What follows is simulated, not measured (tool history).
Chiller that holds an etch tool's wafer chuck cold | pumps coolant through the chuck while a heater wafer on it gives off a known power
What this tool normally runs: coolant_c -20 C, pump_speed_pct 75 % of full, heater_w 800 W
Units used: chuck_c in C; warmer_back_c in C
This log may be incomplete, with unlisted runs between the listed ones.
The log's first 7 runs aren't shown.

Run 8, hour 588.5: usual settings. Result: chuck_c -13.45 C, warmer_back_c 2.58 C.
Run 9, hour 687.5: usual settings. Result: chuck_c -13.54 C, warmer_back_c 2.60 C.
Run 10, hour 744.3: usual settings but coolant_c -25 C. Result: chuck_c -18.54 C, warmer_back_c 2.61 C.
Run 11, hour 835.5: usual settings but coolant_c -25 C. Result: chuck_c -18.53 C, warmer_back_c 2.58 C.
Run 12, hour 925.9: usual settings but pump_speed_pct 60 % of full. Result: chuck_c -12.19 C, warmer_back_c 3.27 C.
Run 13, hour 990.3: usual settings but pump_speed_pct 60 % of full. Result: chuck_c -12.17 C, warmer_back_c 3.26 C.
Run 14, hour 1100.8: usual settings but pump_speed_pct 60 % of full. Result: chuck_c -12.19 C, warmer_back_c 3.27 C.
Run 15, hour 1204.8: usual settings but pump_speed_pct 60 % of full, heater_w 496 W. Result: chuck_c -15.12 C, warmer_back_c 2.03 C.
Run 16, hour 1312.9: usual settings but pump_speed_pct 60 % of full, heater_w 496 W. Result: chuck_c -15.09 C, warmer_back_c 2.02 C.
At hour 1327.5: coolant pump overhauled.
Run 17, hour 1422.7: usual settings. Result: chuck_c -13.43 C, warmer_back_c 2.63 C.
Run 18, hour 1524.2: usual settings but coolant_c -28 C, heater_w 603 W. Result: chuck_c -22.95 C, warmer_back_c 1.98 C.
Run 19, hour 1590.4: usual settings but coolant_c -26 C, pump_speed_pct 62 % of full, heater_w 982 W. Result: chuck_c -16.53 C, warmer_back_c 3.92 C.
At hour 1698.0: coolant pump overhauled, once more.
Run 20, hour 1709.0: usual settings but coolant_c -22 C, pump_speed_pct 80 % of full. Result: chuck_c -15.77 C, warmer_back_c 2.37 C.
Run 21, hour 1814.3: usual settings but coolant_c -23 C, pump_speed_pct 86 % of full, heater_w 968 W. Result: chuck_c -15.96 C, warmer_back_c 2.67 C.
Run 22, hour 1896.3: usual settings but coolant_c -19 C, pump_speed_pct 64 % of full, heater_w 489 W. Result: chuck_c -14.43 C, warmer_back_c 1.83 C.
Run 23, hour 2010.0: usual settings but coolant_c -15 C. Result: chuck_c -8.53 C, warmer_back_c 2.54 C.
Run 24, hour 2064.6: usual settings but coolant_c -23 C, pump_speed_pct 73 % of full, heater_w 440 W. Result: chuck_c -19.29 C, warmer_back_c 1.44 C.
Run 25, hour 2155.7: usual settings but coolant_c -23 C, pump_speed_pct 73 % of full, heater_w 440 W. Result: chuck_c -19.24 C, warmer_back_c 1.44 C.
Run 26, hour 2223.3: usual settings but pump_speed_pct 92 % of full, heater_w 1094 W. Result: chuck_c -12.35 C, warmer_back_c 2.83 C.

For run 27, what comes out?
Run 27, hour 2331.8: usual settings but coolant_c -15 C, pump_speed_pct 96 % of full, heater_w 644 W. Result: chuck_c ?, warmer_back_c ?.

{"run 27": {"chuck_c": -10.57, "warmer_back_c": 1.6}}
If the tool had no hidden condition, the same run with the same run-to-run variation would have returned chuck_c -10.96 C, warmer_back_c 1.58 C.

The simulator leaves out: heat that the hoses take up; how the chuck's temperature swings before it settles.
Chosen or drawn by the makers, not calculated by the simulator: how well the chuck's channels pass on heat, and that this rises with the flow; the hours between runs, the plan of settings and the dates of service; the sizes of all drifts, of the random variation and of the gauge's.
